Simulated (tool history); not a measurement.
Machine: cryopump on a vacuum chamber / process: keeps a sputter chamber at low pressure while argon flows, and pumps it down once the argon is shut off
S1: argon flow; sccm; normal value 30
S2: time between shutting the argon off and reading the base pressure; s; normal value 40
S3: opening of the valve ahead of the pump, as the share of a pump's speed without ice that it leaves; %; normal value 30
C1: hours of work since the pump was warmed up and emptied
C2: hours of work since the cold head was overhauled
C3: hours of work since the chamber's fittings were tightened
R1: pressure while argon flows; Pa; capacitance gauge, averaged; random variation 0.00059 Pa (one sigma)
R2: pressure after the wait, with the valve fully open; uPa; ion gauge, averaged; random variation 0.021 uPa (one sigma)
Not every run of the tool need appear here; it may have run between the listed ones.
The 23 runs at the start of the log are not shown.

run 24 hour=267.8 | S1=30 S2=174 S3=34 | C1=388 C2=388 C3=309 | R1=0.0757 R2=0.59
-- hour=282.1 pump warmed up, emptied and cooled again
run 25 hour=286.0 | S1=30 S2=174 S3=34 | C1=2 C2=394 C3=315 | R1=0.0681 R2=0.52
run 26 hour=296.7 | S1=30 S2=174 S3=34 | C1=6 C2=398 C3=320 | R1=0.0687 R2=0.50
run 27 hour=303.7 | S1=41 S2=59 S3=49 | C1=10 C2=401 C3=323 | R1=0.0657 R2=0.69
run 28 hour=319.3 | S1=21 S2=69 S3=30 | C1=16 C2=408 C3=330 | R1=0.0537 R2=0.63
run 29 hour=331.3 | S1=16 S2=162 S3=27 | C1=22 C2=414 C3=335 | R1=0.0462 R2=0.53
run 30 hour=340.5 | S1=41 S2=40 S3=58 | C1=26 C2=418 C3=339 | R1=0.0555 R2=0.83
run 31 hour=350.4 | S1=16 S2=40 S3=30 | C1=30 C2=422 C3=344 | R1=0.0408 R2=0.80
run 32 hour=362.9 | S1=30 S2=40 S3=24 | C1=36 C2=428 C3=349 | R1=0.0970 R2=0.83
run 33 hour=372.5 | S1=57 S2=40 S3=22 | C1=40 C2=432 C3=354 | R1=0.2004 R2=0.88
run 34 hour=387.2 | S1=57 S2=40 S3=22 | C1=46 C2=438 C3=360 | R1=0.2017 R2=0.88

Predict each of these 4 candidate next runs independently; none follows another, all start after run 34:
run A hour=403.8 | S1=57 S2=40 S3=40 | C1=54 C2=446 C3=367 | R1=? R2=?
run B hour=403.8 | S1=16 S2=291 S3=40 | C1=54 C2=446 C3=367 | R1=? R2=?
run C hour=403.8 | S1=59 S2=134 S3=22 | C1=54 C2=446 C3=367 | R1=? R2=?
run D hour=403.8 | S1=30 S2=34 S3=44 | C1=54 C2=446 C3=367 | R1=? R2=?

run=A R1=0.1118 R2=0.83
run=B R1=0.0313 R2=0.53
run=C R1=0.2092 R2=0.58
run=D R1=0.0536 R2=0.89
With the hidden condition removed and each run's random variation left untouched, the same runs would have given:
run=A R1=0.1097 R2=0.51
run=B R1=0.0307 R2=0.21
run=C R1=0.2070 R2=0.26
run=D R1=0.0525 R2=0.57
